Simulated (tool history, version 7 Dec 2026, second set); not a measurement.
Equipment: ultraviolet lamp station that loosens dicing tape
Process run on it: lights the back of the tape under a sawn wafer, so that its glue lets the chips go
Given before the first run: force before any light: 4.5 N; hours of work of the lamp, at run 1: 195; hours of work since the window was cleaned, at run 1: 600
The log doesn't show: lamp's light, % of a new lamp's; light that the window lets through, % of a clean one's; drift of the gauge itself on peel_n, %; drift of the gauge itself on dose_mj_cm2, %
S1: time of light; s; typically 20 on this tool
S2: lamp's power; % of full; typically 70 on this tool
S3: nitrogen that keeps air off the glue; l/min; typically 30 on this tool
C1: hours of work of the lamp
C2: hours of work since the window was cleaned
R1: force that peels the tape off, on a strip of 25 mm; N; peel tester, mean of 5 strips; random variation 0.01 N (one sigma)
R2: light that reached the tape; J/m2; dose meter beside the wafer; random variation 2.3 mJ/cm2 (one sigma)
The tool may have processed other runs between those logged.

run	hour	S1	S2	S3	C1	C2	R1	R2
1	0.0	20	70	30	195	600	0.436	2370
2	21.1	20	70	30	211	616	0.463	2320
3	34.3	20	70	30	221	625	0.429	2390
4	50.7	20	70	30	233	638	0.446	2360
5	63.5	20	70	10	242	647	0.758	2400
6	84.3	20	70	30	258	663	0.420	2380
# hour 103.5: window cleaned of glue's vapour
7	108.1	18	64	12	275	3	0.961	1970
8	133.8	15	65	23	294	23	0.931	1670
9	149.0	15	65	23	306	34	0.959	1610
10	171.6	15	65	23	323	51	0.950	1720
11	199.5	19	70	36	343	72	0.441	2250
12	219.1	19	70	36	358	86	0.431	2280

Describe how what the log doesn't record of the tool's condition differs between the last listed run preceding each entry between runs and the first listed run following it.
Logged between run 6 and run 7: window cleaned of glue's vapour (hour 103.5)
  light that the window lets through, % of a clean one's: 99.9 -> 100

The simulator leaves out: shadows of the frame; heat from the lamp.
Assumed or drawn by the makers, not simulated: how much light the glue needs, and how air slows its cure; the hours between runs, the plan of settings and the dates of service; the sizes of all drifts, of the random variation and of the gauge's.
